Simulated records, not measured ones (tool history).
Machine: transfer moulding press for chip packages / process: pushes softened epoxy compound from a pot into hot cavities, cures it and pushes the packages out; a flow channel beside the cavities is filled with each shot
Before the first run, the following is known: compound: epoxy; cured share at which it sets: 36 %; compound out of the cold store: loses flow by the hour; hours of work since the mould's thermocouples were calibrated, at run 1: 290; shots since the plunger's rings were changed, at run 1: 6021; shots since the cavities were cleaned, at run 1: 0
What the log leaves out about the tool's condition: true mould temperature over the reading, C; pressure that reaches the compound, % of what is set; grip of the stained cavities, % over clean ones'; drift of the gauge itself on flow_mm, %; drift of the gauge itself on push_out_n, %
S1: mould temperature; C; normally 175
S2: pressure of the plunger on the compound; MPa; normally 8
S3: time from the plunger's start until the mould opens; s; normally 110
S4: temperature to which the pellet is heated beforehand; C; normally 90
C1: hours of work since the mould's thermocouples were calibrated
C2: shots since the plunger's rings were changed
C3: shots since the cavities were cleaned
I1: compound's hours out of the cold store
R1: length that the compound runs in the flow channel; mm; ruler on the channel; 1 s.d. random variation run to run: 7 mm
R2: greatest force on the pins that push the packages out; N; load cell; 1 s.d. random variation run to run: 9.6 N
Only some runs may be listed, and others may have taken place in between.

run   hour   S1    S2   S3  S4   C1    C2   C3    I1   R1    R2
  1      0  175     8  110  90  290  6021    0  11.6  760   450
  2   15.2  175  9.68  110  90  299  6165  144  36.9  752   500
      38.3  -- plunger's sealing rings changed
  3   42.3  178     8  110  90  314    38  377    11  835   554
      64.6  -- cavities cleaned with cleaning compound and waxed
  4   65.9  178     8  110  90  328   247   13     9  840   409
  5   81.6  178     8  110  90  337   395  161  46.8  716   462
  6   94.6  178     8  110  90  345   518  284  30.7  765   501
  7  116.3  175     8  110  90  359   723  489  47.5  717   610
     126.9  -- cavities cleaned with cleaning compound and waxed
  8  137.5  175     8  110  90  371   910  101  14.2  827   485
     140.9  -- mould's thermocouples calibrated
  9  152.2  175     8  110  90    7  1030  221    20  806   528
 10  162.7  175     8  110  90   13  1129  320    14  829   584
 11  175.4  175  7.03  110  90   21  1248  439  29.4  721   610
 12  188.7  175  7.03  110  90   29  1374  565  24.3  723   649
     191.2  -- cavities cleaned with cleaning compound and waxed
 13  201.2  175  7.03   94  90   36  1478   94  34.8  702   586
 14  213.6  175  7.03   94  90   44  1596  212  20.2  738   681
 15  225.5  175  7.03   94  90   51  1708  324  37.3  683   716
     244.1  -- mould's thermocouples calibrated, once more
 16  249.7  175  7.03   94  90    3  1918  534    36  703   875
     255.8  -- cavities cleaned with cleaning compound and waxed
 17  275.9  175  7.03   94  90   19  2152  191  45.7  667   689
 18    288  182     8  110  90   26  2266  305    11  789   489
 19  305.7  182     8  110  92   37  2434  473  15.1  774   525
     318.1  -- cavities cleaned with cleaning compound and waxed
 20  324.7  176  7.15  110  90   48  2598   62  19.9  742   467
 21  341.1  169  7.38   94  81   58  2754  218    31  741  1138
 22  366.3  173     8  116  90   73  2992  456  11.7  837   663
     380.4  -- cavities cleaned with cleaning compound and waxed
 23  380.4  179  7.06   92  89   81  3111    0  47.1  638   457
 24  400.2  178     8  110  96   93  3299  188  42.2  689   492
 25  416.9  175  7.36  110  90  103  3457  346  31.5  694   612
 26  429.2  175  7.36  110  90  111  3573  462  28.7  711   673
     443.2  -- cavities cleaned with cleaning compound and waxed
 27  450.8  175  7.36  110  90  123  3763   72  31.9  693   477
 28  466.2  175  7.36  110  90  133  3908  217  34.3  691   556
 29  483.8  175  7.36  110  90  143  4074  383  17.7  752   651

Below are 3 alternative next runs, each starting from the tool's condition after run 29. Predict each:
  A   500  175     8  110  87  153  4228  537  25.5   ?   ?
  B   500  175  7.23  110  99  153  4228  537  10.9   ?   ?
  C   500  174   7.4  129  90  153  4228  537  17.3   ?   ?

run   R1   R2
  A  744  688
  B  756  687
  C  733  604
What these runs would have given with no unlogged condition in the tool:
run   R1   R2
  A  803  443
  B  816  444
  C  792  391
